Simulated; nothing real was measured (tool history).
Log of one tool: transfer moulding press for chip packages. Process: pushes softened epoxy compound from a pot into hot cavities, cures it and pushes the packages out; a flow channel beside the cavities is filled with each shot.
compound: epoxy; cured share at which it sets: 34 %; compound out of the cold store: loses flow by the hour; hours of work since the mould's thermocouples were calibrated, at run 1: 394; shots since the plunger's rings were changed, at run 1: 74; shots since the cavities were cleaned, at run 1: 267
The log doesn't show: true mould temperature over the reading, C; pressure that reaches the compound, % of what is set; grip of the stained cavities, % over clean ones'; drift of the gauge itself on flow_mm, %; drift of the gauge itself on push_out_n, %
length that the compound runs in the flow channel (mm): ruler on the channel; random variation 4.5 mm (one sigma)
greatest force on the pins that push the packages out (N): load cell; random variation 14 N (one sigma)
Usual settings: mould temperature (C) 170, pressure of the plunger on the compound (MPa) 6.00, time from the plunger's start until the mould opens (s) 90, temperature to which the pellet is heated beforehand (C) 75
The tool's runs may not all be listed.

run,hour,mould temperature (C),pressure of the plunger on the compound (MPa),time from the plunger's start until the mould opens (s),temperature to which the pellet is heated beforehand (C),hours of work since the mould's thermocouples were calibrated,shots since the plunger's rings were changed,shots since the cavities were cleaned,incoming compound's hours out of the cold store,length that the compound runs in the flow channel (mm),greatest force on the pins that push the packages out (N)
1,0.0,170,6.00,90,75,394,74,267,22.5,577,715
2,18.6,170,6.00,113,75,404,289,482,23.9,585,479
3,31.2,170,6.00,90,75,411,436,629,15.9,587,724
# hour 45.4: cavities cleaned with cleaning compound and waxed
4,45.4,170,6.09,90,75,418,584,0,37.1,566,684
5,59.7,170,6.09,90,75,426,749,165,29.2,573,691
6,74.2,170,6.09,90,75,433,918,334,22.1,589,699
7,92.0,170,6.09,90,75,443,1124,540,40.7,545,658
8,107.1,170,6.09,90,75,451,1301,717,16.5,590,704
# hour 113.8: cavities cleaned with cleaning compound and waxed
9,122.6,172,6.09,74,75,458,1462,101,34.7,566,1031
10,138.2,172,6.09,74,75,467,1644,283,29.7,573,988
11,150.6,167,6.09,74,75,473,1787,426,43.3,549,1361
12,163.8,165,6.00,90,77,481,1942,581,23.2,586,999
# hour 182.7: cavities cleaned with cleaning compound and waxed
13,184.0,165,6.00,90,77,491,2158,15,31.4,578,928

Forecast each of these 3 alternatives for the next run:
A,199.3,165,5.81,90,75,499,2336,193,12.8,?,?
B,199.3,169,6.57,75,77,499,2336,193,22.1,?,?
C,199.3,164,5.25,90,78,499,2336,193,41.9,?,?

run,length that the compound runs in the flow channel (mm),greatest force on the pins that push the packages out (N)
A,602,1032
B,608,1205
C,518,994
Without the tool's hidden state the same runs would have given:
run,length that the compound runs in the flow channel (mm),greatest force on the pins that push the packages out (N)
A,602,1027
B,608,1199
C,519,989
